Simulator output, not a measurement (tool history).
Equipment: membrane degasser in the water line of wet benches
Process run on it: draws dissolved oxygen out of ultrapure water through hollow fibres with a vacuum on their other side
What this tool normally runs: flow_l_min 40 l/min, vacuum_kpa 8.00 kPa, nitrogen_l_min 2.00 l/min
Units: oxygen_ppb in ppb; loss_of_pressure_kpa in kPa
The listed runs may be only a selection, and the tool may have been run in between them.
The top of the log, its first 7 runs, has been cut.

run,day,flow_l_min,vacuum_kpa,nitrogen_l_min,hours since the membrane was changed,hours since the vacuum gauge was calibrated,hours since the vacuum lines were made tight,oxygen_ppb,loss_of_pressure_kpa
8,23.525,34,8.00,2.00,4491,2467,2616,186.9,35.20
9,26.258,34,8.00,2.00,4557,2532,2681,185.7,35.02
10,28.804,40,18.52,2.00,4618,2593,2742,637.5,41.38
11,32.788,40,11.07,2.00,4714,2689,2838,344.3,41.33
12,35.317,40,11.07,2.00,4774,2750,2899,349.1,41.18
13,39.183,35,8.00,2.00,4867,2842,2991,193.2,36.11
14,42.617,35,8.00,2.00,4950,2925,3074,189.8,36.03
# day 45.288: gauge calibrated
15,47.096,35,12.64,2.00,5057,3032,3181,363.8,35.48
16,50.871,35,12.64,2.00,5148,3123,3272,362.1,35.75

Run 17 comes next. What will it give?
17,54.238,32,12.64,2.00,5228,3204,3353,?,?

{"run 17": {"oxygen_ppb": 333.8, "loss_of_pressure_kpa": 32.39}}
Minus the tool's unlogged condition, the same run would have read oxygen_ppb 333.5 ppb, loss_of_pressure_kpa 32.16 kPa.

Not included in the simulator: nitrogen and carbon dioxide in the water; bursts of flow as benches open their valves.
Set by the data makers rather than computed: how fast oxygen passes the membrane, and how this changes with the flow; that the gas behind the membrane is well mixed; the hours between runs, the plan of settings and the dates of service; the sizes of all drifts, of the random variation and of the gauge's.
